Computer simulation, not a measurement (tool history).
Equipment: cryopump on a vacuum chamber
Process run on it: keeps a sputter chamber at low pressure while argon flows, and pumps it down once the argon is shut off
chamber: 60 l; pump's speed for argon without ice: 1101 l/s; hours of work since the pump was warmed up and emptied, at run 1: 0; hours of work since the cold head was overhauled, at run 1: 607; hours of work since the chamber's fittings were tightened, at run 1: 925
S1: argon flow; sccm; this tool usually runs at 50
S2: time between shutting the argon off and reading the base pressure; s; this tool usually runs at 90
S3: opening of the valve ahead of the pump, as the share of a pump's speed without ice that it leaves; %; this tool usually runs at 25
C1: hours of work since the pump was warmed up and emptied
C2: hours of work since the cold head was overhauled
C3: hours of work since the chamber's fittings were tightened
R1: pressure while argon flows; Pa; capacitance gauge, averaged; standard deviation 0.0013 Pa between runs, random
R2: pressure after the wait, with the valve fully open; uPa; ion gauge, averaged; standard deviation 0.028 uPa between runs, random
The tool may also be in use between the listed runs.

run	hour	S1	S2	S3	C1	C2	C3	R1	R2
1	0	50	90	25	0	607	925	0.308	1.67
2	51.5	50	90	25	34	641	959	0.3111	1.63
3	104.6	50	90	29	68	675	993	0.2683	1.66
4	156.9	62	90	25	102	709	1027	0.3877	1.76
5	236.5	62	90	25	154	761	1079	0.3898	1.76
6	277.4	62	90	25	181	788	1106	0.3911	1.8
7	363	62	90	25	236	844	1161	0.3946	1.81
8	416.8	62	90	25	271	879	1196	0.3957	1.83
9	473.6	50	90	29	308	916	1233	0.279	1.9
10	533.1	50	90	25	347	954	1272	0.3246	1.91
11	578.7	50	90	25	377	984	1302	0.3254	1.9
12	646.3	50	90	25	421	1028	1346	0.3285	2.04
13	691.9	50	90	25	450	1058	1375	0.3312	2.06
14	770.8	50	25	25	502	1109	1427	0.3332	4.61
15	809.2	50	25	25	527	1134	1452	0.3372	4.62
16	857.6	50	25	25	558	1166	1483	0.3393	4.81
# hour 894.3: pump warmed up, emptied and cooled again
17	900	50	25	25	4	1190	1508	0.3072	4.55
18	981.2	50	90	25	57	1243	1560	0.3116	1.92
19	1020.3	50	90	25	82	1268	1586	0.3124	1.92
20	1058.1	50	90	25	107	1293	1611	0.312	1.97
21	1123.6	50	90	25	149	1336	1653	0.3152	2
22	1174	51	46	51	182	1368	1686	0.1619	2.93
23	1216.4	29	30	60	210	1396	1714	0.0803	4.1
24	1264.4	40	90	52	241	1427	1745	0.1278	2.05
25	1325.7	40	90	52	281	1467	1785	0.1295	2.15
26	1366.3	40	90	52	307	1493	1811	0.1312	2.17
27	1411.6	96	62	30	337	1523	1841	0.5268	2.62
28	1477.3	37	27	54	379	1566	1883	0.1188	4.34
29	1520.4	23	76	36	408	1594	1911	0.1081	2.44
30	1576.8	23	76	36	444	1631	1948	0.1094	2.49
31	1666.4	50	65	17	503	1689	2007	0.4786	2.82
32	1749.8	50	65	17	557	1743	2061	0.4801	2.86
# hour 1789.5: pump warmed up, emptied and cooled again
33	1820.5	50	55	25	20	1786	2104	0.3099	2.63
34	1885.9	24	90	35	63	1828	2146	0.1074	2.2
35	1974.7	26	25	28	121	1886	2204	0.1461	4.67

Describe how what the log doesn't record of the tool's condition differs between the last listed run preceding each entry between runs and the first listed run following it.
Logged between run 16 and run 17: pump warmed up, emptied and cooled again (hour 894.3)
  pump's speed, % of a pump's without ice: 71.7 -> 99.5; cold plate's temperature, K: 12.51 -> 12.52; leak into the chamber, uPa l/s: 904 -> 914
  measured value less the no-hidden-state value, R1: +0.0315 -> +0.0012 Pa; R2: +0.89 -> +0.58 uPa
Logged between run 32 and run 33: pump warmed up, emptied and cooled again (hour 1789.5)
  pump's speed, % of a pump's without ice: 72 -> 98.7; cold plate's temperature, K: 12.74 -> 12.76; leak into the chamber, uPa l/s: 1138 -> 1153
  measured value less the no-hidden-state value, R1: +0.0312 -> +0.0022 Pa; R2: +1.19 -> +0.79 uPa

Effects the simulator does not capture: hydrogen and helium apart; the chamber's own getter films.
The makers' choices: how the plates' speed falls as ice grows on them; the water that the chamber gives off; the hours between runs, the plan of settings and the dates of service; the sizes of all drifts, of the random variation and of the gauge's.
